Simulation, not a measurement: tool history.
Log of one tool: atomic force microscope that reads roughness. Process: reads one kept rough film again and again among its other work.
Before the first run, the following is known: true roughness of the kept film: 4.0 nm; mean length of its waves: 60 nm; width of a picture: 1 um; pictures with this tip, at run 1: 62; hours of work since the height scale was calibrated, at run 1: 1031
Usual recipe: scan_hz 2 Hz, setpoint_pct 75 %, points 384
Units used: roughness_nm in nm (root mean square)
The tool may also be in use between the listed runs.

run,hour,scan_hz,setpoint_pct,points,pictures with this tip,hours of work since the height scale was calibrated,roughness_nm
1,0,2,75,384,62,1031,3.268
2,59.1,2,75,384,149,1067,3.19
3,132.9,2,75,384,258,1111,3.115
# hour 145.9: new tip fitted
4,190.4,2,75,925,65,1145,3.272
5,231.5,2,75,925,126,1169,3.221
6,297.1,2,75,384,223,1208,3.165
# hour 301.5: height scale calibrated on a step standard
# hour 339.5: new tip fitted
7,360.5,0.81,75,384,31,35,3.652
8,397.8,0.81,75,384,86,57,3.608
9,472.5,2,62,517,196,102,3.481
10,524.4,0.58,75,404,272,133,3.511
# hour 532.6: new tip fitted
11,596.6,0.58,75,404,94,176,3.632
12,646,2.15,69,904,167,205,3.336
13,697.2,2.15,69,904,242,236,3.292
# hour 719.4: new tip fitted
# hour 730.5: height scale calibrated on a step standard, once more
14,757.4,2.15,69,352,55,16,3.326

Predict each of these 5 candidate next runs independently; none follows another, all start after run 14:
A,799.5,2,75,324,117,41,?
B,799.5,0.88,56,384,117,41,?
C,799.5,1.45,58,384,117,41,?
D,799.5,2.87,69,449,117,41,?
E,799.5,1.46,59,619,117,41,?

run,roughness_nm
A,3.176
B,3.64
C,3.538
D,3.164
E,3.555
With no hidden state in the tool, these same runs would have given:
run,roughness_nm
A,3.273
B,3.752
C,3.646
D,3.261
E,3.664
